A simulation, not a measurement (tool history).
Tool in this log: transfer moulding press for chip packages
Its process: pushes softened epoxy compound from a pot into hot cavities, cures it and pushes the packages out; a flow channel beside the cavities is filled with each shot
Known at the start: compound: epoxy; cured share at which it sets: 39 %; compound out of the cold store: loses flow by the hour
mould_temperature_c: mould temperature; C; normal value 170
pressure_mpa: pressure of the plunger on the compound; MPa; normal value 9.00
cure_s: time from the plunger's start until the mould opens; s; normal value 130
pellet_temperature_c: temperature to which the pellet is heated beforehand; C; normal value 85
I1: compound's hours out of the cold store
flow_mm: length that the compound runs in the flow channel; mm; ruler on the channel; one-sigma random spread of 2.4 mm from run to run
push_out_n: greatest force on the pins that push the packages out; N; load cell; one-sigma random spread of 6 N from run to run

run 1 day=0.000 | mould_temperature_c=170 pressure_mpa=9.00 cure_s=130 pellet_temperature_c=85 | I1=32.3 | flow_mm=471 push_out_n=297
-- day=1.562 cavities cleaned with cleaning compound and waxed
run 2 day=3.142 | mould_temperature_c=170 pressure_mpa=9.00 cure_s=130 pellet_temperature_c=79 | I1=47.2 | flow_mm=430 push_out_n=373
-- day=3.592 cavities cleaned with cleaning compound and waxed
-- day=5.483 cavities cleaned with cleaning compound and waxed
run 3 day=6.075 | mould_temperature_c=167 pressure_mpa=9.00 cure_s=130 pellet_temperature_c=79 | I1=8.7 | flow_mm=535 push_out_n=377
-- day=7.321 cavities cleaned with cleaning compound and waxed
-- day=9.308 cavities cleaned with cleaning compound and waxed
run 4 day=10.125 | mould_temperature_c=163 pressure_mpa=9.00 cure_s=130 pellet_temperature_c=79 | I1=17.4 | flow_mm=510 push_out_n=520
-- day=11.254 cavities cleaned with cleaning compound and waxed
-- day=12.979 plunger's sealing rings changed
-- day=13.325 cavities cleaned with cleaning compound and waxed
run 5 day=13.379 | mould_temperature_c=163 pressure_mpa=9.00 cure_s=130 pellet_temperature_c=79 | I1=36.2 | flow_mm=494 push_out_n=333
-- day=15.375 cavities cleaned with cleaning compound and waxed
run 6 day=16.404 | mould_temperature_c=163 pressure_mpa=9.00 cure_s=130 pellet_temperature_c=79 | I1=34.9 | flow_mm=494 push_out_n=493
-- day=17.492 cavities cleaned with cleaning compound and waxed
-- day=19.625 cavities cleaned with cleaning compound and waxed
run 7 day=20.308 | mould_temperature_c=170 pressure_mpa=9.00 cure_s=130 pellet_temperature_c=85 | I1=44.4 | flow_mm=445 push_out_n=297
-- day=21.617 cavities cleaned with cleaning compound and waxed
run 8 day=23.267 | mould_temperature_c=170 pressure_mpa=9.00 cure_s=130 pellet_temperature_c=85 | I1=12.4 | flow_mm=528 push_out_n=412
-- day=23.500 cavities cleaned with cleaning compound and waxed
-- day=25.425 cavities cleaned with cleaning compound and waxed
run 9 day=25.825 | mould_temperature_c=176 pressure_mpa=9.00 cure_s=130 pellet_temperature_c=85 | I1=11.8 | flow_mm=511 push_out_n=257
-- day=26.162 mould's thermocouples calibrated
-- day=27.429 cavities cleaned with cleaning compound and waxed
run 10 day=28.200 | mould_temperature_c=176 pressure_mpa=9.00 cure_s=130 pellet_temperature_c=85 | I1=24.0 | flow_mm=473 push_out_n=291
-- day=29.346 cavities cleaned with cleaning compound and waxed
run 11 day=30.550 | mould_temperature_c=162 pressure_mpa=9.00 cure_s=130 pellet_temperature_c=85 | I1=47.2 | flow_mm=434 push_out_n=485
-- day=31.242 cavities cleaned with cleaning compound and waxed
-- day=33.175 cavities cleaned with cleaning compound and waxed
run 12 day=34.500 | mould_temperature_c=170 pressure_mpa=9.00 cure_s=130 pellet_temperature_c=85 | I1=19.6 | flow_mm=482 push_out_n=351
-- day=35.067 cavities cleaned with cleaning compound and waxed
-- day=36.512 plunger's sealing rings changed
-- day=37.212 cavities cleaned with cleaning compound and waxed
run 13 day=37.212 | mould_temperature_c=170 pressure_mpa=9.00 cure_s=130 pellet_temperature_c=85 | I1=29.7 | flow_mm=500 push_out_n=224
-- day=39.262 cavities cleaned with cleaning compound and waxed
-- day=39.708 mould's thermocouples calibrated, once more
run 14 day=39.950 | mould_temperature_c=173 pressure_mpa=10.11 cure_s=152 pellet_temperature_c=91 | I1=15.8 | flow_mm=556 push_out_n=274
-- day=41.233 cavities cleaned with cleaning compound and waxed
run 15 day=42.896 | mould_temperature_c=173 pressure_mpa=10.11 cure_s=152 pellet_temperature_c=91 | I1=30.6 | flow_mm=504 push_out_n=338
-- day=43.225 cavities cleaned with cleaning compound and waxed
run 16 day=44.679 | mould_temperature_c=166 pressure_mpa=9.00 cure_s=147 pellet_temperature_c=85 | I1=9.8 | flow_mm=550 push_out_n=403
-- day=45.046 cavities cleaned with cleaning compound and waxed
-- day=47.004 cavities cleaned with cleaning compound and waxed
run 17 day=48.262 | mould_temperature_c=166 pressure_mpa=10.77 cure_s=155 pellet_temperature_c=84 | I1=36.5 | flow_mm=509 push_out_n=367
-- day=48.817 cavities cleaned with cleaning compound and waxed
-- day=50.662 cavities cleaned with cleaning compound and waxed
run 18 day=50.662 | mould_temperature_c=165 pressure_mpa=10.77 cure_s=157 pellet_temperature_c=93 | I1=8.8 | flow_mm=587 push_out_n=232
-- day=52.708 cavities cleaned with cleaning compound and waxed
run 19 day=53.242 | mould_temperature_c=174 pressure_mpa=8.71 cure_s=131 pellet_temperature_c=82 | I1=8.1 | flow_mm=509 push_out_n=280
-- day=54.650 cavities cleaned with cleaning compound and waxed
run 20 day=55.733 | mould_temperature_c=173 pressure_mpa=9.00 cure_s=130 pellet_temperature_c=85 | I1=13.4 | flow_mm=502 push_out_n=337

Estimate the outcome of run 21 from the log above:
-- day=56.696 cavities cleaned with cleaning compound and waxed
-- day=58.504 cavities cleaned with cleaning compound and waxed
run 21 day=59.133 | mould_temperature_c=172 pressure_mpa=8.10 cure_s=154 pellet_temperature_c=83 | I1=40.6 | flow_mm=? push_out_n=?

flow_mm: 400 mm
push_out_n: 271 N
On a tool with no hidden condition, and with the same random variation, this run would have come out at flow_mm 442 mm, push_out_n 194 N.
